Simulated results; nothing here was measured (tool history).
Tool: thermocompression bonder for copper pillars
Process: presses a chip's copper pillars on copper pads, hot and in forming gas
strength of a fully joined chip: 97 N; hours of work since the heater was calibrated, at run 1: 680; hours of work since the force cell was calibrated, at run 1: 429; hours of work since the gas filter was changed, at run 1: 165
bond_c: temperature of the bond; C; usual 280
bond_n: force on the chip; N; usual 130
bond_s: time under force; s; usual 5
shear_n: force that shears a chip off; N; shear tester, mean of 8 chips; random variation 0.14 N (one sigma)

run	day	bond_c	bond_n	bond_s	hours of work since the heater was calibrated	hours of work since the force cell was calibrated	hours of work since the gas filter was changed	shear_n
1	0	280	130	5	680	429	165	51.1
2	1.583	280	130	5	700	450	185	51.1
3	2.771	280	130	5	716	465	201	50.9
4	4.183	296	130	5	734	483	219	59.5
5	5.883	296	130	5	756	505	241	59.2
# day 6.033: forming gas filter changed
6	6.983	280	130	3	770	519	12	44.4
7	8.121	280	130	3	784	533	27	44.3
8	8.946	280	130	3	795	544	37	44.3
9	10.329	280	111	5	813	562	55	48.3
10	11.383	280	111	5	826	575	69	48
11	13.062	280	130	5	848	597	90	51.9
12	14.15	252	130	5	862	611	104	36.4
13	15.542	252	130	5	880	629	122	36.2
14	17.129	252	130	5	900	649	143	36.2
15	18.646	282	130	5	919	669	162	52.6
16	20.175	269	130	5	939	688	182	44.8
17	21.017	269	130	5	950	699	193	45.1
18	22.571	269	130	5	970	719	213	44.9
19	23.658	280	144	5	984	733	227	53.3
# day 24.933: forming gas filter changed
20	25.108	280	130	7	1002	752	2	59.1

Forecast run 21:
21	26.596	308	116	12	1021	771	21	?

shear_n: 79.9 N
Without the tool's hidden state the same run would have given shear_n 79.4 N.
